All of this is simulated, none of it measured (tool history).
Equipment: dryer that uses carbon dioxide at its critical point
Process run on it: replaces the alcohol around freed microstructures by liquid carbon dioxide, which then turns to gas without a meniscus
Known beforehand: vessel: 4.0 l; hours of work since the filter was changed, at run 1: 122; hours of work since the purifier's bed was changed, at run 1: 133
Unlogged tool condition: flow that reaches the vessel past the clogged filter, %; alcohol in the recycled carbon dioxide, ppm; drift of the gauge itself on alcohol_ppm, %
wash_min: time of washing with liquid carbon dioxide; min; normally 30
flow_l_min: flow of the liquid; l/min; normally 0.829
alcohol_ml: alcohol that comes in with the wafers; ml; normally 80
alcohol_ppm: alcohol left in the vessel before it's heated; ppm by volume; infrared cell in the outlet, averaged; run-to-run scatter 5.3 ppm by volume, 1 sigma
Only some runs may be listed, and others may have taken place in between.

run     day  wash_min  flow_l_min  alcohol_ml  hours of work since the filter was changed  hours of work since the purifier's bed was changed  alcohol_ppm
  1       0        30       0.829          80                                         122                                                 133          169
  2   0.371        30       0.829          80                                         125                                                 137          167
  3   1.033        30       0.829          80                                         132                                                 143          163
  4   1.558        30       0.829          80                                         137                                                 148          168
  5   2.121        30       0.829          80                                         142                                                 154          174
  6   2.471        30       0.615          80                                         146                                                 157          556
  7   2.908        30       0.615          80                                         150                                                 161          561
  8   3.392        30       0.829          80                                         155                                                 166          176
  9   3.908        30       0.829          80                                         160                                                 171          181
 10   4.317        30       0.829          80                                         164                                                 175          180
 11   4.675        30       0.829          80                                         167                                                 179          179
 12   5.225        30       0.829          80                                         172                                                 184          189
 13   5.842        30       0.829          80                                         178                                                 190          180
 14   6.508        30       0.631          80                                         185                                                 196          520
 15   7.058        30       1.378          80                                         190                                                 202           42
 16    7.35        30       1.378          80                                         193                                                 205           37
 17   8.046        30       1.373          53                                         200                                                 211           45
 18   8.738        37       0.638          53                                         207                                                 218          176
 19   9.079        33       0.829          25                                         210                                                 221           72
 20   9.521        30       0.829          98                                         214                                                 226          227
 21  10.121        19       1.075          80                                         220                                                 232          393
 22  10.721        22       0.594          55                                         226                                                 237         1166
 23  11.117        22       0.594          55                                         230                                                 241         1148
 24   11.45        28        0.59          48                                         233                                                 244          533
 25  11.921        28        0.59          40                                         237                                                 249          464
 26  12.317        44       0.602          21                                         241                                                 253           73
 27    12.7        28       0.829          25                                         245                                                 257          112
 28  13.204        18       0.781         120                                         250                                                 262         1985
 29   13.75        27       1.039          26                                         255                                                 267           75
 30  14.192        26       0.569          62                                         260                                                 271          944
 31  14.517        26       0.569          62                                         263                                                 274          951
 32  15.217        26       0.569          62                                         270                                                 281          980

Consider 4 possible next runs. They are alternatives, not a sequence: every one starts from the tool as it was left by run 32. What does each give?
  A  15.646        26       0.569          64                                         274                                                 285            ?
  B  15.646        30       0.829          21                                         274                                                 285            ?
  C  15.646        30       0.717          80                                         274                                                 285            ?
  D  15.646        37       0.833          62                                         274                                                 285            ?

run  alcohol_ppm
  A         1012
  B           97
  C          373
  D          104
What these runs would have given with no unlogged condition in the tool:
run  alcohol_ppm
  A          771
  B           36
  C          236
  D           40
